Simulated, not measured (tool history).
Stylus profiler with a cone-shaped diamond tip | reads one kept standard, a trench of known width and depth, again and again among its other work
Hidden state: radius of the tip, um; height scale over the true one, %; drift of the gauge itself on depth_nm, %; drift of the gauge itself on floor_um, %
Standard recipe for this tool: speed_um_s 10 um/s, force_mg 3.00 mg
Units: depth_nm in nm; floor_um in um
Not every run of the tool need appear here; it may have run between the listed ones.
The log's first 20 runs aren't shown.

run	day	speed_um_s	force_mg	scans with this tip	hours of work since the height scale was calibrated	depth_nm	floor_um
21	16.246	24	1.31	6681	723	100.89	17.73
22	17.392	4	2.60	6833	739	101.36	17.94
23	17.875	5	3.88	6896	746	101.60	17.86
24	18.654	5	3.88	7000	757	101.56	17.86
25	19.675	5	3.88	7135	772	101.59	17.89
26	20.771	7	3.87	7281	788	101.68	17.84
27	21.612	7	3.87	7392	800	101.68	17.91
28	22.767	14	4.75	7545	816	101.79	17.85
29	23.250	2	6.61	7609	823	102.20	17.88
30	23.925	31	2.56	7699	833	101.50	17.75
31	24.567	31	2.56	7784	842	101.20	17.68

Consider 3 possible next runs. They are alternatives, not a sequence: every one starts from the tool as it was left by run 31. What does each give?
A	25.608	2	2.78	7922	857	?	?
B	25.608	12	1.28	7922	857	?	?
C	25.608	25	3.41	7922	857	?	?

run	depth_nm	floor_um
A	101.51	17.87
B	101.03	17.76
C	101.62	17.75
Without the tool's hidden state the same runs would have given:
run	depth_nm	floor_um
A	101.07	17.97
B	100.60	17.87
C	101.18	17.85

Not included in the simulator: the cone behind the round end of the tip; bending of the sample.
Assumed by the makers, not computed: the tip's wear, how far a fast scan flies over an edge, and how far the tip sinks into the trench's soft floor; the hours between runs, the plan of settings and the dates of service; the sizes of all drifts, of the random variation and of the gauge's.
